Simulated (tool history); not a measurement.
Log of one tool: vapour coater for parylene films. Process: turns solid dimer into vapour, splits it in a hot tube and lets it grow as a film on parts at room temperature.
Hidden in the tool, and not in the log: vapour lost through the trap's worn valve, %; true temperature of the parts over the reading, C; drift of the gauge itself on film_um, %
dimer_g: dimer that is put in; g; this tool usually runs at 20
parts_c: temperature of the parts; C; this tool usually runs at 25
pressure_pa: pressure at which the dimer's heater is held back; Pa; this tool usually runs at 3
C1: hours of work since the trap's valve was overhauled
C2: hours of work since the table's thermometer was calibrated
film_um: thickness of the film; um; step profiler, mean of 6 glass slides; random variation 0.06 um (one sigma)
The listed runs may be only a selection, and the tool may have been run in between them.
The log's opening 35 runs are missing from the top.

run 36 hour=1073.7 | dimer_g=20 parts_c=19 pressure_pa=3 | C1=19 C2=94 | film_um=8.44
run 37 hour=1116 | dimer_g=20 parts_c=25 pressure_pa=3.78 | C1=48 C2=123 | film_um=7.01
run 38 hour=1156.5 | dimer_g=20 parts_c=32 pressure_pa=3 | C1=75 C2=150 | film_um=5.77
run 39 hour=1185.2 | dimer_g=10 parts_c=25 pressure_pa=2.28 | C1=94 C2=169 | film_um=3.6
run 40 hour=1214.7 | dimer_g=10 parts_c=25 pressure_pa=2.28 | C1=114 C2=189 | film_um=3.54
run 41 hour=1233.1 | dimer_g=19 parts_c=25 pressure_pa=3.45 | C1=126 C2=201 | film_um=6.63
run 42 hour=1256.3 | dimer_g=20 parts_c=22 pressure_pa=3 | C1=142 C2=217 | film_um=7.7
run 43 hour=1273.4 | dimer_g=20 parts_c=22 pressure_pa=3 | C1=153 C2=228 | film_um=7.74
run 44 hour=1302.3 | dimer_g=27 parts_c=24 pressure_pa=8.08 | C1=173 C2=247 | film_um=9.21
run 45 hour=1325 | dimer_g=27 parts_c=20 pressure_pa=9.37 | C1=188 C2=263 | film_um=10.35
run 46 hour=1348.7 | dimer_g=10 parts_c=26 pressure_pa=3.15 | C1=204 C2=279 | film_um=3.42

Alternative continuations, all from the tool just after run 46; predict every row:
run A hour=1386.6 | dimer_g=10 parts_c=17 pressure_pa=3.15 | C1=229 C2=304 | film_um=?
run B hour=1386.6 | dimer_g=10 parts_c=21 pressure_pa=9.82 | C1=229 C2=304 | film_um=?
run C hour=1386.6 | dimer_g=12 parts_c=28 pressure_pa=9.69 | C1=229 C2=304 | film_um=?
run D hour=1386.6 | dimer_g=14 parts_c=19 pressure_pa=3.12 | C1=229 C2=304 | film_um=?
run E hour=1386.6 | dimer_g=14 parts_c=26 pressure_pa=3.15 | C1=229 C2=304 | film_um=?

run=A film_um=4.41
run=B film_um=3.74
run=C film_um=3.64
run=D film_um=5.88
run=E film_um=4.72
The same runs, with their run-to-run variation unchanged, on a tool lacking any hidden condition would have given:
run=A film_um=4.42
run=B film_um=3.75
run=C film_um=3.66
run=D film_um=5.9
run=E film_um=4.73
